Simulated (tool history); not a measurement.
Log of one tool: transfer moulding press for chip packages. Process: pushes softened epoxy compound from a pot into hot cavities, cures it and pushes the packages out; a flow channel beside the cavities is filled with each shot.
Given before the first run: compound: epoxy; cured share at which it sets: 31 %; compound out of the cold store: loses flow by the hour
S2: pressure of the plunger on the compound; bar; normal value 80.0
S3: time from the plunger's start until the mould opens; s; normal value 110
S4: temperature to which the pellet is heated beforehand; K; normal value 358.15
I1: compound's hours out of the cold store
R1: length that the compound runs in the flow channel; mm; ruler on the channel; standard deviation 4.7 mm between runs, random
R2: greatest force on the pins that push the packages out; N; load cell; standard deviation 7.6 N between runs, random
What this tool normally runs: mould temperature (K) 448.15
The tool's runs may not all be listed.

Run 1, day 0.000: usual settings; I1 45.5. Result: R1 618 mm, R2 435 N.
Run 2, day 1.121: usual settings; I1 8.1. Result: R1 739 mm, R2 552 N.
Run 3, day 2.517: usual settings but S3 93 s; I1 39.5. Result: R1 628 mm, R2 827 N.
Run 4, day 3.317: usual settings but S2 72.2 bar, S3 93 s; I1 13.9. Result: R1 692 mm, R2 646 N.
Run 5, day 3.942: usual settings but S2 61.5 bar; I1 39.9. Result: R1 554 mm, R2 453 N.
Run 6, day 5.138: usual settings but S2 61.5 bar; I1 13.1. Result: R1 622 mm, R2 551 N.
Run 7, day 5.929: usual settings but S2 61.5 bar; I1 21.9. Result: R1 591 mm, R2 571 N.
Run 8, day 6.508: usual settings but S3 103 s; I1 32.1. Result: R1 647 mm, R2 691 N.
Run 9, day 7.438: usual settings but mould temperature (K) 445.15; I1 36.1. Result: R1 643 mm, R2 498 N.
Run 10, day 8.825: usual settings but mould temperature (K) 445.15, S4 362.15 K; I1 11.8. Result: R1 707 mm, R2 707 N.
Run 11, day 10.154: usual settings but mould temperature (K) 445.15, S4 362.15 K; I1 10.3. Result: R1 712 mm, R2 755 N.
Run 12, day 11.396: usual settings but mould temperature (K) 445.15, S4 362.15 K; I1 34.9. Result: R1 623 mm, R2 468 N.
Run 13, day 11.996: usual settings but mould temperature (K) 445.15, S4 362.15 K; I1 30.1. Result: R1 648 mm, R2 554 N.
Run 14, day 12.888: usual settings but S3 95 s; I1 28.6. Result: R1 635 mm, R2 706 N.
Run 15, day 14.029: usual settings but mould temperature (K) 441.15; I1 18.7. Result: R1 680 mm, R2 1024 N.
Run 16, day 15.462: usual settings but mould temperature (K) 441.15; I1 32.7. Result: R1 626 mm, R2 675 N.
Run 17, day 16.138: usual settings but mould temperature (K) 453.15, S2 62.5 bar, S4 367.15 K; I1 34.0. Result: R1 526 mm, R2 369 N.
Run 18, day 17.438: usual settings but mould temperature (K) 453.15, S2 88.3 bar, S4 367.15 K; I1 11.9. Result: R1 802 mm, R2 416 N.
Run 19, day 18.425: usual settings but mould temperature (K) 453.15, S2 88.3 bar, S4 367.15 K; I1 29.6. Result: R1 727 mm, R2 424 N.
Run 20, day 19.317: usual settings but S3 126 s, S4 368.15 K; I1 33.3. Result: R1 699 mm, R2 297 N.
Run 21, day 19.896: usual settings but S2 77.2 bar; I1 47.1. Result: R1 639 mm, R2 435 N.
Run 22, day 20.812: usual settings but S2 77.2 bar; I1 27.0. Result: R1 692 mm, R2 510 N.
Run 23, day 21.708: usual settings but mould temperature (K) 450.15, S2 63.6 bar; I1 16.5. Result: R1 668 mm, R2 512 N.
Run 24, day 23.117: usual settings but mould temperature (K) 450.15, S2 63.6 bar; I1 21.8. Result: R1 639 mm, R2 290 N.
Run 25, day 23.825: usual settings but mould temperature (K) 450.15, S2 63.6 bar; I1 47.7. Result: R1 565 mm, R2 366 N.
Run 26, day 24.554: usual settings but mould temperature (K) 451.15, S2 91.0 bar, S3 138 s; I1 30.1. Result: R1 728 mm, R2 336 N.
Run 27, day 25.804: usual settings but mould temperature (K) 451.15, S2 91.0 bar, S3 138 s; I1 27.1. Result: R1 739 mm, R2 386 N.
Run 28, day 27.225: usual settings but mould temperature (K) 451.15, S2 91.0 bar, S3 138 s; I1 42.2. Result: R1 680 mm, R2 244 N.
Run 29, day 28.567: usual settings but S2 64.3 bar, S4 355.15 K; I1 34.2. Result: R1 599 mm, R2 490 N.

Not shown here: 9 entries made in the log between runs. Locate each between two listed runs and compare the hidden state at the listed run before it with the hidden state at the listed run after it:
Between runs 2 and 3: mould's thermocouples calibrated (day 2.325)
  true mould temperature over the reading, C: 0.83 -> -0.1; pressure that reaches the compound, % of what is set: 85.85 -> 84.85; grip of the stained cavities, % over clean ones': 74.6 -> 86.2
  measured less the result without the state, R1: -62 -> -54 mm; R2: +217 -> +386 N
Between runs 3 and 4: cavities cleaned with cleaning compound and waxed (day 2.871)
  true mould temperature over the reading, C: -0.1 -> -0.08; pressure that reaches the compound, % of what is set: 84.85 -> 84.27; grip of the stained cavities, % over clean ones': 86.2 -> 25.2
  measured less the result without the state, R1: -54 -> -61 mm; R2: +386 -> +133 N
Between runs 8 and 9: cavities cleaned with cleaning compound and waxed (day 6.842)
  true mould temperature over the reading, C: -0.01 -> 0.01; pressure that reaches the compound, % of what is set: 81.66 -> 81.01; grip of the stained cavities, % over clean ones': 86.1 -> 31
  measured less the result without the state, R1: -69 -> -71 mm; R2: +316 -> +117 N
Between runs 11 and 12: cavities cleaned with cleaning compound and waxed (day 10.833)
  true mould temperature over the reading, C: 0.07 -> 0.1; pressure that reaches the compound, % of what is set: 78.78 -> 77.93; grip of the stained cavities, % over clean ones': 84.1 -> 30.5
  measured less the result without the state, R1: -90 -> -83 mm; R2: +341 -> +107 N
Between runs 15 and 16: cavities cleaned with cleaning compound and waxed (day 14.875)
  true mould temperature over the reading, C: 0.16 -> 0.19; pressure that reaches the compound, % of what is set: 75.83 -> 74.74; grip of the stained cavities, % over clean ones': 83.8 -> 31.1
  measured less the result without the state, R1: -101 -> -100 mm; R2: +463 -> +154 N
Between runs 17 and 18: plunger's sealing rings changed (day 16.492)
  true mould temperature over the reading, C: 0.21 -> 0.24; pressure that reaches the compound, % of what is set: 74.28 -> 98.86; grip of the stained cavities, % over clean ones': 53.8 -> 76.6
  measured less the result without the state, R1: -85 -> -6 mm; R2: +128 -> +179 N
Between runs 19 and 20: cavities cleaned with cleaning compound and waxed (day 18.988)
  true mould temperature over the reading, C: 0.26 -> 0.28; pressure that reaches the compound, % of what is set: 98.09 -> 97.47; grip of the stained cavities, % over clean ones': 85.1 -> 23
  measured less the result without the state, R1: -8 -> -10 mm; R2: +192 -> +54 N
Between runs 23 and 24: cavities cleaned with cleaning compound and waxed (day 22.975)
  true mould temperature over the reading, C: 0.33 -> 0.36; pressure that reaches the compound, % of what is set: 95.5 -> 94.33; grip of the stained cavities, % over clean ones': 80.8 -> 9.3
  measured less the result without the state, R1: -17 -> -20 mm; R2: +225 -> +20 N
Between runs 27 and 28: cavities cleaned with cleaning compound and waxed (day 26.975)
  true mould temperature over the reading, C: 0.42 -> 0.45; pressure that reaches the compound, % of what is set: 92.15 -> 91.08; grip of the stained cavities, % over clean ones': 80.7 -> 15.8
  measured less the result without the state, R1: -31 -> -33 mm; R2: +171 -> +33 N
